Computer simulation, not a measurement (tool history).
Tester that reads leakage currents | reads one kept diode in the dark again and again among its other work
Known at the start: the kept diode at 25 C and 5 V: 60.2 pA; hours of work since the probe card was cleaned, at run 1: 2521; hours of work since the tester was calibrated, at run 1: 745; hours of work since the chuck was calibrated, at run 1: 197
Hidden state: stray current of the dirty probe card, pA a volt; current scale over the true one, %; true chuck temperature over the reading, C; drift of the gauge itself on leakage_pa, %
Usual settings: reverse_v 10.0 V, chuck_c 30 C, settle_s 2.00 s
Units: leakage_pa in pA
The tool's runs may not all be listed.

| run | hour | reverse_v | chuck_c | settle_s | hours of work since the probe card was cleaned | hours of work since the tester was calibrated | hours of work since the chuck was calibrated | leakage_pa |
|---|---|---|---|---|---|---|---|---|
| 1 | 0.0 | 10.0 | 30 | 2.00 | 2521 | 745 | 197 | 117.34 |
| 2 | 30.7 | 10.0 | 30 | 2.00 | 2536 | 760 | 212 | 117.41 |
|  | 55.8 | probe card cleaned and baked |
| 3 | 70.7 | 10.0 | 30 | 2.00 | 7 | 779 | 231 | 115.90 |
| 4 | 107.6 | 10.0 | 30 | 2.00 | 26 | 797 | 249 | 115.60 |
| 5 | 179.3 | 10.0 | 30 | 2.00 | 62 | 833 | 285 | 116.78 |
| 6 | 241.6 | 10.0 | 30 | 2.00 | 93 | 864 | 316 | 117.55 |
| 7 | 309.7 | 2.9 | 30 | 2.00 | 127 | 898 | 350 | 78.27 |
| 8 | 373.5 | 10.0 | 30 | 2.78 | 158 | 930 | 382 | 118.46 |
| 9 | 438.3 | 10.0 | 30 | 2.00 | 191 | 962 | 414 | 118.81 |
| 10 | 480.1 | 10.0 | 30 | 2.00 | 212 | 983 | 435 | 119.20 |
| 11 | 540.6 | 10.0 | 30 | 2.00 | 242 | 1013 | 465 | 120.68 |
| 12 | 576.2 | 10.0 | 30 | 2.00 | 260 | 1031 | 483 | 121.09 |
| 13 | 649.6 | 10.0 | 30 | 2.00 | 296 | 1067 | 519 | 121.15 |
|  | 685.9 | chuck's temperature calibrated |
| 14 | 686.9 | 10.0 | 44 | 2.00 | 314 | 1085 | 0 | 334.05 |
| 15 | 726.6 | 10.0 | 30 | 2.61 | 334 | 1105 | 20 | 125.16 |
| 16 | 766.9 | 10.0 | 30 | 2.61 | 354 | 1125 | 40 | 125.71 |
| 17 | 802.3 | 10.0 | 30 | 2.00 | 371 | 1143 | 58 | 126.02 |
| 18 | 854.7 | 10.0 | 30 | 2.00 | 397 | 1169 | 84 | 127.15 |
| 19 | 919.1 | 10.0 | 30 | 2.00 | 430 | 1201 | 116 | 127.31 |
| 20 | 976.6 | 10.0 | 30 | 2.00 | 458 | 1230 | 145 | 127.72 |
| 21 | 1020.2 | 11.1 | 40 | 1.06 | 480 | 1251 | 167 | 271.87 |
| 22 | 1065.2 | 11.1 | 40 | 1.06 | 502 | 1274 | 189 | 273.95 |
| 23 | 1111.8 | 5.9 | 30 | 2.00 | 526 | 1297 | 212 | 108.31 |
|  | 1135.6 | chuck's temperature calibrated, once more |
| 24 | 1157.6 | 14.6 | 30 | 2.00 | 547 | 1319 | 11 | 129.69 |
| 25 | 1210.7 | 1.0 | 32 | 2.00 | 574 | 1345 | 37 | 61.68 |
| 26 | 1266.8 | 10.6 | 45 | 0.91 | 602 | 1373 | 65 | 339.53 |
| 27 | 1309.6 | 1.6 | 29 | 3.56 | 623 | 1395 | 87 | 57.91 |

The next listed run, before its measurement:
| 28 | 1367.8 | 1.6 | 29 | 3.56 | 652 | 1424 | 116 | ? |

Run 28 gave leakage_pa 58.09 pA.
Without the tool's hidden state the same run would have given leakage_pa 56.43 pA.

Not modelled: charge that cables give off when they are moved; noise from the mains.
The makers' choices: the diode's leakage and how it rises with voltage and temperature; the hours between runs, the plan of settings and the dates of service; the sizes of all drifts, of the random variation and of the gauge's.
